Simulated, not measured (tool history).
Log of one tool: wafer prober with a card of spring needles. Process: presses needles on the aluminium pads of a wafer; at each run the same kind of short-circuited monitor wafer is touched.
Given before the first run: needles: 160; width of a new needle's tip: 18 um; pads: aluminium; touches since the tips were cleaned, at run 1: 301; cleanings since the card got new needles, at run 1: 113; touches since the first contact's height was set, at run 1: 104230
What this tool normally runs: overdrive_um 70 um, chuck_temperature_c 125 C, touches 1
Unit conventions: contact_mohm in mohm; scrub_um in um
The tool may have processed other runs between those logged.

run   hour  overdrive_um  chuck_temperature_c  touches  touches since the tips were cleaned  cleanings since the card got new needles  touches since the first contact's height was set  contact_mohm  scrub_um
  1      0            70                  125        1                                  301                                       113                                            104230           315    11.819
        25  -- tips cleaned on abrasive film
      52.9  -- tips cleaned on abrasive film
  2   67.7            70                  125        1                                 5213                                       115                                            127979           400    11.793
      78.9  -- tips cleaned on abrasive film
     104.1  -- tips cleaned on abrasive film
  3  104.1            70                  125        2                                    0                                       117                                            140723           300    11.792
     127.8  -- tips cleaned on abrasive film
     151.7  -- tips cleaned on abrasive film
  4  159.7            70                  125        2                                 2813                                       119                                            160252           340    11.765
     175.2  -- tips cleaned on abrasive film
     200.4  -- tips cleaned on abrasive film
  5  221.6            70                  125        1                                 7451                                       121                                            181954           402    11.773
     226.8  -- tips cleaned on abrasive film
     251.5  -- tips cleaned on abrasive film
     275.6  -- tips cleaned on abrasive film
     281.7  -- height of the first contact set anew
     300.3  -- tips cleaned on abrasive film
  6  301.7            70                  125        1                                  500                                       125                                              7013           322    11.693
     328.4  -- tips cleaned on abrasive film
     353.3  -- tips cleaned on abrasive film
  7  374.9            59                  125        1                                 7595                                       127                                             32706           449     9.798
     379.4  -- tips cleaned on abrasive film
     403.7  -- tips cleaned on abrasive film
     428.4  -- tips cleaned on abrasive film
  8  428.4            59                  125        1                                    0                                       130                                             51415           303     9.775
     454.7  -- tips cleaned on abrasive film
     479.9  -- tips cleaned on abrasive film
     504.2  -- tips cleaned on abrasive film
  9  504.2            59                  125        1                                    0                                       133                                             78009           299     9.776
     529.9  -- tips cleaned on abrasive film
     556.4  -- tips cleaned on abrasive film
 10  576.1            81                  125        1                                 6932                                       135                                            103254           383    13.488
       582  -- tips cleaned on abrasive film
     607.8  -- tips cleaned on abrasive film
 11  611.9            81                   28        1                                 1434                                       137                                            115787           312    13.452
       617  -- height of the first contact set anew, once more
     633.9  -- tips cleaned on abrasive film
     660.1  -- tips cleaned on abrasive film
 12  666.9            54                   28        1                                 2383                                       139                                             17507           414     9.175
     687.6  -- tips cleaned on abrasive film
     710.9  -- tips cleaned on abrasive film
     734.8  -- tips cleaned on abrasive film
 13  744.3            63                  125        1                                 3372                                       142                                             44659           400    10.667
     759.5  -- tips cleaned on abrasive film
     784.1  -- tips cleaned on abrasive film
 14  784.1            58                   59        1                                    0                                       144                                             58568           290     9.793
       809  -- tips cleaned on abrasive film
     833.8  -- tips cleaned on abrasive film
 15  846.6            58                   59        1                                 4503                                       146                                             80505           430     9.792

Forecast each of these 5 alternatives for the next run:
     862.2  -- tips cleaned on abrasive film
     890.4  -- tips cleaned on abrasive film
  A  913.1            62                  125        1                                 7986                                       148                                            103866             ?         ?
     862.2  -- tips cleaned on abrasive film
     890.4  -- tips cleaned on abrasive film
  B  913.1            61                   92        2                                 7986                                       148                                            103866             ?         ?
     862.2  -- tips cleaned on abrasive film
     890.4  -- tips cleaned on abrasive film
  C  913.1            67                   59        3                                 7986                                       148                                            103866             ?         ?
     862.2  -- tips cleaned on abrasive film
     890.4  -- tips cleaned on abrasive film
  D  913.1            60                   63        2                                 7986                                       148                                            103866             ?         ?
     862.2  -- tips cleaned on abrasive film
     890.4  -- tips cleaned on abrasive film
  E  913.1            56                  125        1                                 7986                                       148                                            103866             ?         ?

run  contact_mohm  scrub_um
  A           440     10.46
  B           375    10.287
  C           327    11.298
  D           372    10.111
  E           466     9.446
Stripped of hidden state, with their random variation kept, the same runs would have yielded:
run  contact_mohm  scrub_um
  A           295    10.543
  B           281    10.369
  C           276     11.38
  D           272    10.194
  E           294     9.529
